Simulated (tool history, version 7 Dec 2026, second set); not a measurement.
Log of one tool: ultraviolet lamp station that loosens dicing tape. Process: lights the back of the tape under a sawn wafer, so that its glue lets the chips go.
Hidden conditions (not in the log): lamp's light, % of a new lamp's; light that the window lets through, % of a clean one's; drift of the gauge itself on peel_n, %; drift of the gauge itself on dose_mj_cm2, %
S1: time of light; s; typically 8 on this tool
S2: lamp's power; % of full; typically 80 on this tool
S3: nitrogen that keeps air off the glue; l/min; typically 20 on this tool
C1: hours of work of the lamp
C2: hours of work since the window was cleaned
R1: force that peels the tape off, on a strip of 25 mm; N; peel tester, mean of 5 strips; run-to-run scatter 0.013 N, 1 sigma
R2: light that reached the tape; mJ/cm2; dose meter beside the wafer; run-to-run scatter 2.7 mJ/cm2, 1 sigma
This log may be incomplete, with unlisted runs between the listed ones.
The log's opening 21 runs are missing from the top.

run     day  S1  S2  S3   C1   C2     R1   R2
 22    12.2   8  73   9  537  147  1.952  216
 23  12.671  14  65  20  544  154  0.755  327
 24   13.45   8  80  35  556  166   1.02  227
 25  13.842   8  70  35  562  173   1.26  194
 26  14.529  15  86  35  573  183  0.318  447
 27   14.85   8  61  20  578  188  1.768  170
 28  15.458   8  95  37  588  198  0.825  255
 29  15.925   8  95  37  595  205  0.805  257
 30    16.3   7  67  10  601  211  2.355  158
 31  16.733  11  81  20  608  218  0.913  291
 32  17.133  11  73   8  614  224  1.692  261
 33  17.692  11  73   8  623  233  1.689  260
     18.042  -- lamp changed
 34  18.396   5  84  15    6  244  1.548  215
 35  18.783   5  84  15   12  250  1.573  212
 36  19.121   5  84  15   17  255  1.634  209
 37  19.454   5  84  22   22  260  1.358  209
 38  20.138   8  71  21   33  271  0.946  284
 39  20.646  11  99  21   41  279  0.333  535

Forecast each of these 3 alternatives for the next run:
  A  21.158   4  80  20  49  287   ?   ?
  B  21.158   8  97  20  49  287   ?   ?
  C  21.158  11  67  21  49  287   ?   ?

run     R1   R2
  A  1.982  152
  B  0.599  379
  C   0.64  357
With no hidden state in the tool, these same runs would have given:
run     R1   R2
  A  1.652  184
  B   0.43  458
  C  0.462  431
